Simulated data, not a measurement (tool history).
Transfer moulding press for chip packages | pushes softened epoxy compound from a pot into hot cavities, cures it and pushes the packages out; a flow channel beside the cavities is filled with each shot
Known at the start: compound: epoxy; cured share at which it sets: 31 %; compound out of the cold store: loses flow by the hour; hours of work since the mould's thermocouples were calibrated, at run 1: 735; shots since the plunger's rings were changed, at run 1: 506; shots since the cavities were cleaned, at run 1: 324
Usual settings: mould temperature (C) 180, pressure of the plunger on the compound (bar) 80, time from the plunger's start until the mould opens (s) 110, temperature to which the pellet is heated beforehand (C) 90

| run | hour | mould temperature (C) | pressure of the plunger on the compound (bar) | time from the plunger's start until the mould opens (s) | temperature to which the pellet is heated beforehand (C) | hours of work since the mould's thermocouples were calibrated | shots since the plunger's rings were changed | shots since the cavities were cleaned | incoming compound's hours out of the cold store | length that the compound runs in the flow channel (mm) | greatest force on the pins that push the packages out (N) |
|---|---|---|---|---|---|---|---|---|---|---|---|
| 1 | 0 | 180 | 80 | 110 | 90 | 735 | 506 | 324 | 42.9 | 498 | 586 |
| 2 | 27.2 | 180 | 80 | 110 | 90 | 750 | 755 | 573 | 42.2 | 506 | 654 |
|  | 47.6 | cavities cleaned with cleaning compound and waxed |
| 3 | 57.1 | 180 | 80 | 128 | 90 | 765 | 1014 | 87 | 30.3 | 515 | 470 |
| 4 | 98.8 | 180 | 80 | 110 | 90 | 788 | 1396 | 469 | 33.5 | 503 | 628 |
|  | 129.4 | cavities cleaned with cleaning compound and waxed |
| 5 | 131.1 | 180 | 80 | 110 | 90 | 805 | 1678 | 16 | 10.7 | 555 | 495 |
| 6 | 154.1 | 180 | 80 | 112 | 90 | 817 | 1888 | 226 | 40.9 | 493 | 542 |
|  | 182.3 | mould's thermocouples calibrated |
| 7 | 188.8 | 179 | 80 | 110 | 90 | 4 | 2188 | 526 | 31.1 | 512 | 749 |
|  | 212.5 | cavities cleaned with cleaning compound and waxed |
| 8 | 222.2 | 179 | 80 | 110 | 90 | 21 | 2480 | 89 | 40.8 | 483 | 556 |
| 9 | 262 | 179 | 80 | 110 | 90 | 43 | 2844 | 453 | 31.8 | 505 | 702 |
|  | 294.1 | cavities cleaned with cleaning compound and waxed |
| 10 | 298 | 179 | 84 | 114 | 90 | 61 | 3159 | 35 | 21.5 | 533 | 518 |
| 11 | 319.6 | 179 | 72.1 | 114 | 90 | 73 | 3357 | 233 | 37.7 | 460 | 569 |
| 12 | 363.4 | 185 | 67.3 | 150 | 96 | 97 | 3758 | 634 | 32 | 446 | 581 |
|  | 377.3 | cavities cleaned with cleaning compound and waxed |
| 13 | 403.3 | 176 | 74.6 | 101 | 90 | 118 | 4110 | 238 | 28.1 | 481 | 878 |
| 14 | 424.5 | 184 | 74.6 | 138 | 90 | 130 | 4303 | 431 | 16.2 | 491 | 531 |

5 ways to go on from here, each from the tool as it stands after run 14. What would each give?
|  | 458.6 | cavities cleaned with cleaning compound and waxed |
| A | 469.2 | 184 | 74.6 | 132 | 84 | 153 | 4699 | 97 | 24.1 | ? | ? |
|  | 458.6 | cavities cleaned with cleaning compound and waxed |
| B | 469.2 | 180 | 85.8 | 128 | 90 | 153 | 4699 | 97 | 38.8 | ? | ? |
|  | 458.6 | cavities cleaned with cleaning compound and waxed |
| C | 469.2 | 180 | 80 | 140 | 86 | 153 | 4699 | 97 | 47.8 | ? | ? |
|  | 458.6 | cavities cleaned with cleaning compound and waxed |
| D | 469.2 | 181 | 80 | 110 | 90 | 153 | 4699 | 97 | 10.2 | ? | ? |
|  | 458.6 | cavities cleaned with cleaning compound and waxed |
| E | 469.2 | 174 | 77.4 | 109 | 90 | 153 | 4699 | 97 | 43.3 | ? | ? |

| run | length that the compound runs in the flow channel (mm) | greatest force on the pins that push the packages out (N) |
|---|---|---|
| A | 473 | 461 |
| B | 492 | 485 |
| C | 451 | 458 |
| D | 512 | 541 |
| E | 468 | 731 |
Without the tool's hidden state the same runs would have given:
| run | length that the compound runs in the flow channel (mm) | greatest force on the pins that push the packages out (N) |
|---|---|---|
| A | 523 | 419 |
| B | 544 | 441 |
| C | 499 | 417 |
| D | 566 | 489 |
| E | 517 | 659 |
